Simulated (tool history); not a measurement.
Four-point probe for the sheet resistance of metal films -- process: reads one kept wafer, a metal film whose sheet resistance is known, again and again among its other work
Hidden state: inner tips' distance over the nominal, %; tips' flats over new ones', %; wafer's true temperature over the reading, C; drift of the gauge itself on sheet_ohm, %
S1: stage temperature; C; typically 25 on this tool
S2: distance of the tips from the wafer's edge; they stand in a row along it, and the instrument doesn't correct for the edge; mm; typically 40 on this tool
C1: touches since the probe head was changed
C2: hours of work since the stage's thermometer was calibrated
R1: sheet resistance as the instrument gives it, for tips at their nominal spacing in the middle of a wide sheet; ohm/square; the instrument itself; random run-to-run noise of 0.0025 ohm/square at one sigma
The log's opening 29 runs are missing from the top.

run	hour	S1	S2	C1	C2	R1
30	851.9	19	6	26333	1830	12.753948
31	884.3	23	25	26954	1848	12.676651
32	907.3	24	10	27395	1861	12.695552
33	936.5	24	10	27954	1877	12.695414
34	965.7	32	20	28514	1894	12.656188
35	1006.4	25	42	29292	1916	12.664459
# hour 1014.9: stage's thermometer calibrated
36	1027.9	25	48	29696	7	12.638089
37	1057.4	25	48	30261	24	12.639155
38	1079.4	25	10	30681	36	12.665877
39	1117.6	25	10	31414	57	12.669164
40	1141.3	25	10	31868	71	12.664033
41	1163.4	24	10	32291	83	12.667051
42	1191	24	10	32820	98	12.663645
43	1226.9	24	10	33508	119	12.670219
44	1250.3	22	16	33956	132	12.652161
45	1286.5	25	44	34649	152	12.639785
46	1316.7	25	50	35228	169	12.640812

Consider 3 possible next runs. They are alternatives, not a sequence: every one starts from the tool as it was left by run 46. What does each give?
A	1336.9	30	40	35616	180	?
B	1336.9	32	74	35616	180	?
C	1336.9	24	4	35616	180	?

run	R1
A	12.627737
B	12.627777
C	12.810648
Take away the tool's hidden state, keep each run's random variation, and the runs would have read:
run	R1
A	12.714055
B	12.714128
C	12.898021
